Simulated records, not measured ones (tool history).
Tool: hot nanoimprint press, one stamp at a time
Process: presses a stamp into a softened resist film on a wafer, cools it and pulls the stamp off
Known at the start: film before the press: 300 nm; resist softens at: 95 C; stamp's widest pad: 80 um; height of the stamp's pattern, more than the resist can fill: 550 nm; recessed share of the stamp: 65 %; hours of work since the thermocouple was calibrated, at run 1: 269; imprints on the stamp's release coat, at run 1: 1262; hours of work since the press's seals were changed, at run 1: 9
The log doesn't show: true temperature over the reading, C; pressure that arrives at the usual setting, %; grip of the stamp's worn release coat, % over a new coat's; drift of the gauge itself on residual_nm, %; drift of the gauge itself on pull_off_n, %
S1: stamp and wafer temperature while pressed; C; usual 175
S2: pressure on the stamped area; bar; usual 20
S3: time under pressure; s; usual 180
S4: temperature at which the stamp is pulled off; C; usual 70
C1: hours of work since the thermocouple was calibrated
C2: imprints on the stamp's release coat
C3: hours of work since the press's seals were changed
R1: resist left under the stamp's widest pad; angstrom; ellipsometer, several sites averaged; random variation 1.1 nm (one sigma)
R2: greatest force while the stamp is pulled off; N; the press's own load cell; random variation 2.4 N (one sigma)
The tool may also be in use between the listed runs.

{"run": 1, "hour": 0.0, "S1": 175, "S2": 20, "S3": 180, "S4": 70, "C1": 269, "C2": 1262, "C3": 9, "R1": 1754, "R2": 141}
{"run": 2, "hour": 10.4, "S1": 175, "S2": 20, "S3": 180, "S4": 76, "C1": 275, "C2": 1310, "C3": 15, "R1": 1755, "R2": 123}
{"run": 3, "hour": 24.4, "S1": 175, "S2": 20, "S3": 302, "S4": 70, "C1": 283, "C2": 1374, "C3": 23, "R1": 1500, "R2": 144}
{"run": 4, "hour": 36.5, "S1": 175, "S2": 28.6, "S3": 180, "S4": 70, "C1": 290, "C2": 1430, "C3": 31, "R1": 1495, "R2": 149}
{"run": 5, "hour": 45.4, "S1": 175, "S2": 20, "S3": 180, "S4": 70, "C1": 296, "C2": 1471, "C3": 36, "R1": 1764, "R2": 153}
{"hour": 64.7, "done": "stamp cleaned and given a new release coat"}
{"run": 6, "hour": 66.7, "S1": 175, "S2": 22.4, "S3": 180, "S4": 70, "C1": 304, "C2": 10, "C3": 45, "R1": 1666, "R2": 112}
{"run": 7, "hour": 74.6, "S1": 175, "S2": 22.4, "S3": 180, "S4": 70, "C1": 309, "C2": 46, "C3": 49, "R1": 1686, "R2": 119}
{"run": 8, "hour": 87.3, "S1": 175, "S2": 20, "S3": 180, "S4": 70, "C1": 316, "C2": 105, "C3": 57, "R1": 1775, "R2": 116}
{"run": 9, "hour": 103.3, "S1": 174, "S2": 18, "S3": 223, "S4": 70, "C1": 326, "C2": 179, "C3": 66, "R1": 1799, "R2": 120}
{"run": 10, "hour": 114.3, "S1": 185, "S2": 20, "S3": 155, "S4": 70, "C1": 332, "C2": 229, "C3": 72, "R1": 1342, "R2": 118}
{"run": 11, "hour": 122.7, "S1": 185, "S2": 20, "S3": 155, "S4": 70, "C1": 337, "C2": 268, "C3": 77, "R1": 1334, "R2": 120}
{"run": 12, "hour": 136.1, "S1": 181, "S2": 20, "S3": 180, "S4": 63, "C1": 345, "C2": 330, "C3": 85, "R1": 1439, "R2": 144}
{"run": 13, "hour": 150.2, "S1": 181, "S2": 20, "S3": 180, "S4": 63, "C1": 353, "C2": 395, "C3": 93, "R1": 1450, "R2": 149}
{"run": 14, "hour": 167.7, "S1": 181, "S2": 15.7, "S3": 180, "S4": 69, "C1": 363, "C2": 475, "C3": 104, "R1": 1624, "R2": 125}
{"run": 15, "hour": 179.4, "S1": 179, "S2": 14, "S3": 180, "S4": 70, "C1": 370, "C2": 529, "C3": 110, "R1": 1834, "R2": 132}

5 ways to go on from here, each from the tool as it stands after run 15. What would each give?
{"run": "A", "hour": 189.4, "S1": 179, "S2": 14, "S3": 293, "S4": 70, "C1": 376, "C2": 576, "C3": 116, "R1": "?", "R2": "?"}
{"run": "B", "hour": 189.4, "S1": 175, "S2": 21.3, "S3": 180, "S4": 70, "C1": 376, "C2": 576, "C3": 116, "R1": "?", "R2": "?"}
{"run": "C", "hour": 189.4, "S1": 179, "S2": 15.5, "S3": 180, "S4": 62, "C1": 376, "C2": 576, "C3": 116, "R1": "?", "R2": "?"}
{"run": "D", "hour": 189.4, "S1": 175, "S2": 20, "S3": 183, "S4": 63, "C1": 376, "C2": 576, "C3": 116, "R1": "?", "R2": "?"}
{"run": "E", "hour": 189.4, "S1": 179, "S2": 14, "S3": 124, "S4": 69, "C1": 376, "C2": 576, "C3": 116, "R1": "?", "R2": "?"}

run=A R1=1609 R2=132
run=B R1=1734 R2=129
run=C R1=1762 R2=161
run=D R1=1790 R2=154
run=E R1=2031 R2=134
Without the tool's hidden state the same runs would have given:
run=A R1=1507 R2=112
run=B R1=1622 R2=109
run=C R1=1657 R2=138
run=D R1=1678 R2=131
run=E R1=1927 R2=113
